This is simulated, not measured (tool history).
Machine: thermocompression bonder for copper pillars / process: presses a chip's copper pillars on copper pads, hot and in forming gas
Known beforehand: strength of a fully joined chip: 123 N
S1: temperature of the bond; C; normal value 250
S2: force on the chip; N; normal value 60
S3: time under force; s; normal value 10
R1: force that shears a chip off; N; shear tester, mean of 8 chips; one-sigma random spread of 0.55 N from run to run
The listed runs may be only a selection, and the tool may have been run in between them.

run,hour,S1,S2,S3,R1
1,0.0,250,60,10,99.2
2,36.1,250,77,10,107.8
3,101.9,250,77,10,106.7
4,145.8,250,60,20,97.6
5,187.3,250,60,10,85.0
6,262.3,250,60,10,89.7
7,314.6,250,60,10,89.4
8,381.9,250,60,10,89.3
9,462.4,250,60,10,86.7
10,522.9,276,60,10,104.1
11,564.4,276,60,10,102.7
12,600.3,276,60,10,111.1
13,645.9,276,60,10,109.7
14,729.0,238,60,10,78.4
15,765.6,238,60,10,78.4
16,804.6,238,60,10,77.2
17,845.1,238,60,10,76.1
18,924.2,280,60,10,114.0
19,962.5,250,60,7,85.6
20,1035.6,228,62,21,87.9
21,1098.3,242,62,20,98.4
22,1181.9,242,62,20,96.8
23,1258.2,242,62,20,102.0
24,1303.4,237,45,11,70.3
25,1367.8,237,45,7,59.8
26,1439.9,237,48,7,61.6
27,1500.4,278,60,10,108.7
28,1567.5,278,60,10,105.7
29,1605.3,223,83,10,84.7
30,1640.5,265,83,22,119.0
31,1697.3,265,83,22,118.9
32,1771.4,265,83,22,115.8
33,1849.6,280,44,11,102.9
34,1890.6,280,89,27,115.6
35,1939.8,280,89,27,121.5
36,2008.9,280,89,27,119.6
37,2092.0,280,89,27,119.2
38,2138.9,280,89,9,115.8

Put back what was entered between runs (8 entries, withheld): which listed runs does each sit between, and how does the hidden state differ from the listed run before to the listed run after?
In the gap between runs 3 and 4: heater calibrated with a thermocouple chip (hour 114.6)
  true temperature of the bond over the reading, C: 15.4 -> 0; force that reaches the chip, % of what is set: 95.7 -> 95.6; oxide that the forming gas leaves, % of the face: 5.27 -> 6.11
  what was measured, less what the result would be without the hidden state, R1: +3.9 -> -7.5 N
In the gap between runs 4 and 5: force cell calibrated (hour 180.7)
  true temperature of the bond over the reading, C: 0 -> 0.2; force that reaches the chip, % of what is set: 95.6 -> 99.2; oxide that the forming gas leaves, % of the face: 6.11 -> 6.9
  what was measured, less what the result would be without the hidden state, R1: -7.5 -> -6.0 N
In the gap between runs 5 and 6: forming gas filter changed (hour 231.4)
  true temperature of the bond over the reading, C: 0.2 -> 0.5; force that reaches the chip, % of what is set: 99.2 -> 99.1; oxide that the forming gas leaves, % of the face: 6.9 -> 1.16
  what was measured, less what the result would be without the hidden state, R1: -6.0 -> -0.5 N
In the gap between runs 11 and 12: forming gas filter changed (hour 571.0)
  true temperature of the bond over the reading, C: 2 -> 2.1; oxide that the forming gas leaves, % of the face: 7.73 -> 1.21
  what was measured, less what the result would be without the hidden state, R1: -7.4 -> -0.1 N
In the gap between runs 17 and 18: forming gas filter changed (hour 912.6)
  true temperature of the bond over the reading, C: 3.4 -> 3.7; force that reaches the chip, % of what is set: 98.4 -> 98.3; oxide that the forming gas leaves, % of the face: 6.5 -> 0.86
  what was measured, less what the result would be without the hidden state, R1: -2.2 -> +0.8 N
In the gap between runs 22 and 23: forming gas filter changed (hour 1256.2)
  true temperature of the bond over the reading, C: 5 -> 5.4; force that reaches the chip, % of what is set: 97.9 -> 97.8; oxide that the forming gas leaves, % of the face: 6.29 -> 0.64
  what was measured, less what the result would be without the hidden state, R1: -2.5 -> +3.6 N
In the gap between runs 28 and 29: forming gas filter changed (hour 1595.3)
  true temperature of the bond over the reading, C: 7 -> 7.2; force that reaches the chip, % of what is set: 97.5 -> 97.4; oxide that the forming gas leaves, % of the face: 7.26 -> 0.93
  what was measured, less what the result would be without the hidden state, R1: -5.0 -> +6.2 N
In the gap between runs 34 and 35: forming gas filter changed (hour 1936.2)
  true temperature of the bond over the reading, C: 8.7 -> 8.9; force that reaches the chip, % of what is set: 97.1 -> 97; oxide that the forming gas leaves, % of the face: 6.87 -> 0.77
  what was measured, less what the result would be without the hidden state, R1: -7.8 -> -0.2 N
